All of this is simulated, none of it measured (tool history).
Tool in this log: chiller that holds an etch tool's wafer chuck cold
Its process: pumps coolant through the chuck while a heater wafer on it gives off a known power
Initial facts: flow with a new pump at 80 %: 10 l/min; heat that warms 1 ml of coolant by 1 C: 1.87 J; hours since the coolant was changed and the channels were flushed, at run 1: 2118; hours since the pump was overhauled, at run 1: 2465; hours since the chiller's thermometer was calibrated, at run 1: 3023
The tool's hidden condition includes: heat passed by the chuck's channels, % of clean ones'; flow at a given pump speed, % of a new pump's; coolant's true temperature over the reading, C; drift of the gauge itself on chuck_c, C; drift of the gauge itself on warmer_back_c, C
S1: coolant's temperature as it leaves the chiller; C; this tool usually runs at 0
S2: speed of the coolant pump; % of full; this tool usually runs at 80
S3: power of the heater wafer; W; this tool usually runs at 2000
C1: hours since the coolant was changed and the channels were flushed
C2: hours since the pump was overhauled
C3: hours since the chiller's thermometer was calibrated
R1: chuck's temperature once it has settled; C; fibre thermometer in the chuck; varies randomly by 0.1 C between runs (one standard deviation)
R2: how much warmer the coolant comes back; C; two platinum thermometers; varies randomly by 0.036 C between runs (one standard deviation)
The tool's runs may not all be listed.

{"run": 1, "hour": 0.0, "S1": 0, "S2": 80, "S3": 2000, "C1": 2118, "C2": 2465, "C3": 3023, "R1": 14.1, "R2": 6.36}
{"run": 2, "hour": 126.3, "S1": 0, "S2": 80, "S3": 2000, "C1": 2244, "C2": 2591, "C3": 3150, "R1": 14.3, "R2": 6.45}
{"run": 3, "hour": 246.7, "S1": 0, "S2": 80, "S3": 2000, "C1": 2365, "C2": 2711, "C3": 3270, "R1": 13.9, "R2": 6.41}
{"run": 4, "hour": 368.3, "S1": 0, "S2": 80, "S3": 2000, "C1": 2486, "C2": 2833, "C3": 3392, "R1": 14.1, "R2": 6.34}
{"run": 5, "hour": 505.6, "S1": 2, "S2": 80, "S3": 2000, "C1": 2624, "C2": 2970, "C3": 3529, "R1": 16.1, "R2": 6.38}
{"run": 6, "hour": 594.1, "S1": 2, "S2": 80, "S3": 2000, "C1": 2712, "C2": 3059, "C3": 3618, "R1": 16.1, "R2": 6.34}
{"run": 7, "hour": 651.7, "S1": 0, "S2": 81, "S3": 2000, "C1": 2770, "C2": 3116, "C3": 3675, "R1": 13.9, "R2": 6.23}
{"run": 8, "hour": 720.2, "S1": 0, "S2": 80, "S3": 2000, "C1": 2838, "C2": 3185, "C3": 3744, "R1": 14.1, "R2": 6.35}
{"run": 9, "hour": 776.8, "S1": 0, "S2": 80, "S3": 2000, "C1": 2895, "C2": 3241, "C3": 3800, "R1": 14.2, "R2": 6.39}
{"run": 10, "hour": 888.7, "S1": 0, "S2": 80, "S3": 1234, "C1": 3007, "C2": 3353, "C3": 3912, "R1": 8.9, "R2": 3.8}
{"run": 11, "hour": 966.2, "S1": 0, "S2": 80, "S3": 1949, "C1": 3084, "C2": 3431, "C3": 3990, "R1": 13.8, "R2": 6.19}
{"run": 12, "hour": 1060.6, "S1": 0, "S2": 80, "S3": 2000, "C1": 3179, "C2": 3525, "C3": 4084, "R1": 14.1, "R2": 6.32}
{"run": 13, "hour": 1128.1, "S1": 2, "S2": 80, "S3": 2000, "C1": 3246, "C2": 3593, "C3": 4152, "R1": 16.2, "R2": 6.31}
{"run": 14, "hour": 1225.3, "S1": 2, "S2": 80, "S3": 2000, "C1": 3343, "C2": 3690, "C3": 4249, "R1": 16.2, "R2": 6.29}
{"run": 15, "hour": 1338.4, "S1": 0, "S2": 80, "S3": 2000, "C1": 3456, "C2": 3803, "C3": 4362, "R1": 14, "R2": 6.3}
{"run": 16, "hour": 1476.1, "S1": 0, "S2": 80, "S3": 2000, "C1": 3594, "C2": 3941, "C3": 4500, "R1": 14, "R2": 6.3}
{"run": 17, "hour": 1549.0, "S1": 1, "S2": 77, "S3": 1071, "C1": 3667, "C2": 4013, "C3": 4572, "R1": 8.7, "R2": 3.44}
{"run": 18, "hour": 1650.0, "S1": -6, "S2": 68, "S3": 1637, "C1": 3768, "C2": 4115, "C3": 4673, "R1": 7.3, "R2": 6.13}
{"run": 19, "hour": 1730.5, "S1": -6, "S2": 68, "S3": 1637, "C1": 3848, "C2": 4195, "C3": 4754, "R1": 7.5, "R2": 6.15}
{"run": 20, "hour": 1824.3, "S1": 0, "S2": 96, "S3": 1006, "C1": 3942, "C2": 4289, "C3": 4848, "R1": 6.1, "R2": 2.47}
{"run": 21, "hour": 1881.9, "S1": 9, "S2": 80, "S3": 1478, "C1": 4000, "C2": 4346, "C3": 4905, "R1": 19.4, "R2": 4.6}
{"run": 22, "hour": 1950.2, "S1": 9, "S2": 80, "S3": 1478, "C1": 4068, "C2": 4415, "C3": 4974, "R1": 19.5, "R2": 4.59}
{"hour": 1972.3, "done": "chiller's thermometer calibrated"}
{"run": 23, "hour": 2024.4, "S1": -3, "S2": 89, "S3": 2514, "C1": 4141, "C2": 4488, "C3": 52, "R1": 13.1, "R2": 6.92}
{"run": 24, "hour": 2090.0, "S1": -3, "S2": 89, "S3": 2514, "C1": 4207, "C2": 4553, "C3": 118, "R1": 13.3, "R2": 6.99}
{"run": 25, "hour": 2217.7, "S1": -5, "S2": 78, "S3": 2488, "C1": 4335, "C2": 4681, "C3": 245, "R1": 13.1, "R2": 8}
{"run": 26, "hour": 2280.4, "S1": -5, "S2": 78, "S3": 2488, "C1": 4397, "C2": 4744, "C3": 308, "R1": 13, "R2": 8.03}
{"run": 27, "hour": 2361.6, "S1": -4, "S2": 75, "S3": 1687, "C1": 4479, "C2": 4825, "C3": 389, "R1": 8.6, "R2": 5.56}
{"run": 28, "hour": 2436.0, "S1": -4, "S2": 75, "S3": 1687, "C1": 4553, "C2": 4899, "C3": 464, "R1": 8.5, "R2": 5.6}
{"run": 29, "hour": 2519.1, "S1": 0, "S2": 80, "S3": 1481, "C1": 4636, "C2": 4983, "C3": 547, "R1": 10.4, "R2": 4.58}
{"run": 30, "hour": 2635.0, "S1": 9, "S2": 65, "S3": 1481, "C1": 4752, "C2": 5099, "C3": 663, "R1": 21.6, "R2": 5.75}
{"run": 31, "hour": 2717.2, "S1": -1, "S2": 63, "S3": 1219, "C1": 4834, "C2": 5181, "C3": 745, "R1": 9.6, "R2": 4.86}

4 ways to go on from here, each from the tool as it stands after run 31. What would each give?
{"run": "A", "hour": 2781.9, "S1": 1, "S2": 79, "S3": 1536, "C1": 4899, "C2": 5245, "C3": 810, "R1": "?", "R2": "?"}
{"run": "B", "hour": 2781.9, "S1": 5, "S2": 89, "S3": 2000, "C1": 4899, "C2": 5245, "C3": 810, "R1": "?", "R2": "?"}
{"run": "C", "hour": 2781.9, "S1": 6, "S2": 63, "S3": 2786, "C1": 4899, "C2": 5245, "C3": 810, "R1": "?", "R2": "?"}
{"run": "D", "hour": 2781.9, "S1": -1, "S2": 63, "S3": 1729, "C1": 4899, "C2": 5245, "C3": 810, "R1": "?", "R2": "?"}

run=A R1=12 R2=4.73
run=B R1=17.9 R2=5.47
run=C R1=30.5 R2=11.35
run=D R1=13.9 R2=7.03
The same runs, with their run-to-run variation unchanged, on a tool lacking any hidden condition would have given:
run=A R1=11.9 R2=4.98
run=B R1=17.9 R2=5.72
run=C R1=30.4 R2=11.59
run=D R1=13.9 R2=7.28

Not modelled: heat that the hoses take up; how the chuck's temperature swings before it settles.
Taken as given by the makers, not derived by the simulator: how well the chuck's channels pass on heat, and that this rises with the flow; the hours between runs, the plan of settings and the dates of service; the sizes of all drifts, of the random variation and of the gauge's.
